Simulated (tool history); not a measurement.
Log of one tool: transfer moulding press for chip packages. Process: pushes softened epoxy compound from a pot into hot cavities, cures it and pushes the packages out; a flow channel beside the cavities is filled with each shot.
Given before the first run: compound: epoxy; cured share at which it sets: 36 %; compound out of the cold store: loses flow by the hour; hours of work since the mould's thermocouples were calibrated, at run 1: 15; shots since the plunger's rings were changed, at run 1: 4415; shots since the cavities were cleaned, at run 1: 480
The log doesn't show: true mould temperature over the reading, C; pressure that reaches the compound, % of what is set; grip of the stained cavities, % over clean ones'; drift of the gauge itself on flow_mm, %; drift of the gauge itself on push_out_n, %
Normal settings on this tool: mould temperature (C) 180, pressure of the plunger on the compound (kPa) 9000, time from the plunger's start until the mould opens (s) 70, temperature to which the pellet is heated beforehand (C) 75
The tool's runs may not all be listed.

run   hour  mould temperature (C)  pressure of the plunger on the compound (kPa)  time from the plunger's start until the mould opens (s)  temperature to which the pellet is heated beforehand (C)  hours of work since the mould's thermocouples were calibrated  shots since the plunger's rings were changed  shots since the cavities were cleaned  incoming compound's hours out of the cold store  length that the compound runs in the flow channel (mm)  greatest force on the pins that push the packages out (N)
  1    0.0                    180                                           9000                                                       70                                                        75                                                             15                                          4415                                    480                                             25.6                                                     757                                                       1073
  2    9.5                    180                                           9000                                                       70                                                        75                                                             19                                          4518                                    583                                             18.9                                                     790                                                       1149
      12.8  -- cavities cleaned with cleaning compound and waxed
  3   19.0                    180                                           9000                                                       70                                                        75                                                             23                                          4604                                     66                                             11.5                                                     830                                                        794
  4   25.4                    180                                           9000                                                       70                                                        75                                                             26                                          4674                                    136                                             29.0                                                     740                                                        830
      27.9  -- mould's thermocouples calibrated
  5   35.0                    180                                           9000                                                       70                                                        75                                                              3                                          4757                                    219                                             25.2                                                     758                                                        926
  6   42.1                    180                                           9000                                                       79                                                        75                                                              7                                          4833                                    295                                             40.7                                                     687                                                        757
  7   46.2                    180                                           9000                                                       70                                                        75                                                              9                                          4877                                    339                                             38.7                                                     693                                                        984
  8   53.0                    180                                           9000                                                       70                                                        75                                                             12                                          4950                                    412                                             38.8                                                     691                                                        989
  9   60.8                    185                                           7810                                                       70                                                        68                                                             15                                          5036                                    498                                             14.3                                                     748                                                        913
 10   69.1                    185                                           8600                                                       92                                                        75                                                             19                                          5125                                    587                                             10.3                                                     800                                                        743
      72.1  -- cavities cleaned with cleaning compound and waxed
 11   74.7                    180                                           8600                                                       94                                                        78                                                             21                                          5169                                     28                                             14.1                                                     800                                                        507
      78.2  -- mould's thermocouples calibrated, once more
 12   86.2                    179                                           9000                                                       78                                                        75                                                              4                                          5273                                    132                                             23.5                                                     761                                                        693
 13   90.3                    179                                          10810                                                       66                                                        70                                                              6                                          5317                                    176                                             34.6                                                     779                                                       1006
 14   94.3                    183                                           7620                                                       66                                                        70                                                              8                                          5360                                    219                                             28.2                                                     677                                                        843
 15  100.1                    183                                           7620                                                       66                                                        70                                                             10                                          5423                                    282                                              8.7                                                     765                                                        958

Here are 4 independent what-if runs from the current tool condition. What would each one return?
  A  108.7                    175                                           6800                                                       61                                                        75                                                             14                                          5516                                    375                                             10.0                                                       ?                                                          ?
  B  108.7                    173                                           9000                                                       86                                                        74                                                             14                                          5516                                    375                                             42.3                                                       ?                                                          ?
  C  108.7                    179                                           9330                                                       70                                                        75                                                             14                                          5516                                    375                                             35.2                                                       ?                                                          ?
  D  108.7                    180                                           7950                                                       70                                                        72                                                             14                                          5516                                    375                                             21.6                                                       ?                                                          ?

run  length that the compound runs in the flow channel (mm)  greatest force on the pins that push the packages out (N)
  A                                                     736                                                       2102
  B                                                     686                                                        965
  C                                                     716                                                       1054
  D                                                     726                                                       1017
With no hidden state in the tool, these same runs would have given:
run  length that the compound runs in the flow channel (mm)  greatest force on the pins that push the packages out (N)
  A                                                     779                                                       1385
  B                                                     726                                                        638
  C                                                     758                                                        694
  D                                                     768                                                        669
